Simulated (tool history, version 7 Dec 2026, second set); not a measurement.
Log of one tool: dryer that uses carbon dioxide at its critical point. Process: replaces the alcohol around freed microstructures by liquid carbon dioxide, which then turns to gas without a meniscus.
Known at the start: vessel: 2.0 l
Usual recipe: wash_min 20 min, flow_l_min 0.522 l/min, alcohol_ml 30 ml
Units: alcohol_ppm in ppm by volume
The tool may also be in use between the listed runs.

run 1 hour=0.0 | wash_min=20 flow_l_min=0.522 alcohol_ml=30 | alcohol_ppm=493
run 2 hour=10.6 | wash_min=20 flow_l_min=0.522 alcohol_ml=30 | alcohol_ppm=481
run 3 hour=18.3 | wash_min=20 flow_l_min=0.522 alcohol_ml=30 | alcohol_ppm=497
run 4 hour=24.0 | wash_min=20 flow_l_min=0.522 alcohol_ml=30 | alcohol_ppm=507
run 5 hour=31.9 | wash_min=20 flow_l_min=0.522 alcohol_ml=30 | alcohol_ppm=495
run 6 hour=41.0 | wash_min=20 flow_l_min=0.522 alcohol_ml=30 | alcohol_ppm=494
run 7 hour=48.0 | wash_min=20 flow_l_min=0.522 alcohol_ml=30 | alcohol_ppm=489
-- hour=53.6 inlet filter changed
run 8 hour=58.5 | wash_min=20 flow_l_min=0.522 alcohol_ml=30 | alcohol_ppm=357
run 9 hour=63.9 | wash_min=20 flow_l_min=0.401 alcohol_ml=30 | alcohol_ppm=772
run 10 hour=70.3 | wash_min=20 flow_l_min=0.401 alcohol_ml=30 | alcohol_ppm=794
run 11 hour=80.8 | wash_min=20 flow_l_min=0.522 alcohol_ml=30 | alcohol_ppm=352
run 12 hour=85.9 | wash_min=20 flow_l_min=0.350 alcohol_ml=30 | alcohol_ppm=1161
run 13 hour=93.1 | wash_min=20 flow_l_min=0.350 alcohol_ml=30 | alcohol_ppm=1212
run 14 hour=99.8 | wash_min=20 flow_l_min=0.522 alcohol_ml=52 | alcohol_ppm=593
run 15 hour=110.7 | wash_min=20 flow_l_min=0.522 alcohol_ml=52 | alcohol_ppm=576
run 16 hour=120.8 | wash_min=20 flow_l_min=0.522 alcohol_ml=52 | alcohol_ppm=589
run 17 hour=131.1 | wash_min=20 flow_l_min=0.522 alcohol_ml=52 | alcohol_ppm=581
run 18 hour=140.3 | wash_min=20 flow_l_min=0.522 alcohol_ml=52 | alcohol_ppm=600
run 19 hour=147.5 | wash_min=29 flow_l_min=0.522 alcohol_ml=30 | alcohol_ppm=126
run 20 hour=158.3 | wash_min=17 flow_l_min=0.522 alcohol_ml=30 | alcohol_ppm=607
run 21 hour=166.8 | wash_min=20 flow_l_min=0.522 alcohol_ml=30 | alcohol_ppm=397
run 22 hour=176.4 | wash_min=20 flow_l_min=0.522 alcohol_ml=30 | alcohol_ppm=387
run 23 hour=181.3 | wash_min=14 flow_l_min=0.522 alcohol_ml=30 | alcohol_ppm=1049
run 24 hour=186.3 | wash_min=25 flow_l_min=0.614 alcohol_ml=102 | alcohol_ppm=246
run 25 hour=193.3 | wash_min=20 flow_l_min=0.781 alcohol_ml=66 | alcohol_ppm=189
run 26 hour=199.6 | wash_min=20 flow_l_min=0.616 alcohol_ml=30 | alcohol_ppm=236
run 27 hour=207.3 | wash_min=20 flow_l_min=0.616 alcohol_ml=30 | alcohol_ppm=244
run 28 hour=214.1 | wash_min=20 flow_l_min=0.616 alcohol_ml=30 | alcohol_ppm=246
run 29 hour=221.5 | wash_min=20 flow_l_min=0.616 alcohol_ml=30 | alcohol_ppm=247
run 30 hour=230.9 | wash_min=20 flow_l_min=0.616 alcohol_ml=30 | alcohol_ppm=254
run 31 hour=239.8 | wash_min=20 flow_l_min=0.616 alcohol_ml=30 | alcohol_ppm=258
run 32 hour=249.3 | wash_min=17 flow_l_min=0.495 alcohol_ml=87 | alcohol_ppm=2042
run 33 hour=255.1 | wash_min=32 flow_l_min=0.495 alcohol_ml=87 | alcohol_ppm=243
run 34 hour=264.3 | wash_min=18 flow_l_min=0.357 alcohol_ml=66 | alcohol_ppm=3412
run 35 hour=275.3 | wash_min=18 flow_l_min=0.822 alcohol_ml=38 | alcohol_ppm=183
run 36 hour=281.9 | wash_min=12 flow_l_min=0.522 alcohol_ml=23 | alcohol_ppm=1239
run 37 hour=291.5 | wash_min=14 flow_l_min=0.867 alcohol_ml=27 | alcohol_ppm=255
run 38 hour=299.1 | wash_min=18 flow_l_min=0.571 alcohol_ml=30 | alcohol_ppm=464
run 39 hour=307.3 | wash_min=29 flow_l_min=0.571 alcohol_ml=80 | alcohol_ppm=213
run 40 hour=312.8 | wash_min=29 flow_l_min=0.571 alcohol_ml=80 | alcohol_ppm=218
run 41 hour=322.8 | wash_min=29 flow_l_min=0.338 alcohol_ml=95 | alcohol_ppm=1610
run 42 hour=328.4 | wash_min=13 flow_l_min=0.745 alcohol_ml=30 | alcohol_ppm=542
run 43 hour=333.4 | wash_min=13 flow_l_min=0.745 alcohol_ml=30 | alcohol_ppm=554
run 44 hour=341.7 | wash_min=14 flow_l_min=0.434 alcohol_ml=99 | alcohol_ppm=5780
run 45 hour=347.1 | wash_min=20 flow_l_min=0.438 alcohol_ml=43 | alcohol_ppm=1026
run 46 hour=355.8 | wash_min=14 flow_l_min=0.487 alcohol_ml=43 | alcohol_ppm=1989

Had the tool no unlogged condition, and each run kept its random variation, what would the results have been?
Hidden state at play: flow that reaches the vessel past the clogged filter, %; alcohol in the recycled carbon dioxide, ppm; drift of the gauge itself on alcohol_ppm, %.
run=1 alcohol_ppm=293
run=2 alcohol_ppm=278
run=3 alcohol_ppm=285
run=4 alcohol_ppm=290
run=5 alcohol_ppm=280
run=6 alcohol_ppm=273
run=7 alcohol_ppm=267
run=8 alcohol_ppm=295
run=9 alcohol_ppm=707
run=10 alcohol_ppm=725
run=11 alcohol_ppm=282
run=12 alcohol_ppm=1077
run=13 alcohol_ppm=1119
run=14 alcohol_ppm=503
run=15 alcohol_ppm=482
run=16 alcohol_ppm=489
run=17 alcohol_ppm=475
run=18 alcohol_ppm=488
run=19 alcohol_ppm=43
run=20 alcohol_ppm=492
run=21 alcohol_ppm=285
run=22 alcohol_ppm=274
run=23 alcohol_ppm=899
run=24 alcohol_ppm=137
run=25 alcohol_ppm=88
run=26 alcohol_ppm=130
run=27 alcohol_ppm=131
run=28 alcohol_ppm=132
run=29 alcohol_ppm=131
run=30 alcohol_ppm=136
run=31 alcohol_ppm=136
run=32 alcohol_ppm=1714
run=33 alcohol_ppm=110
run=34 alcohol_ppm=2988
run=35 alcohol_ppm=61
run=36 alcohol_ppm=1018
run=37 alcohol_ppm=118
run=38 alcohol_ppm=292
run=39 alcohol_ppm=74
run=40 alcohol_ppm=79
run=41 alcohol_ppm=1226
run=42 alcohol_ppm=345
run=43 alcohol_ppm=357
run=44 alcohol_ppm=4956
run=45 alcohol_ppm=749
run=46 alcohol_ppm=1596
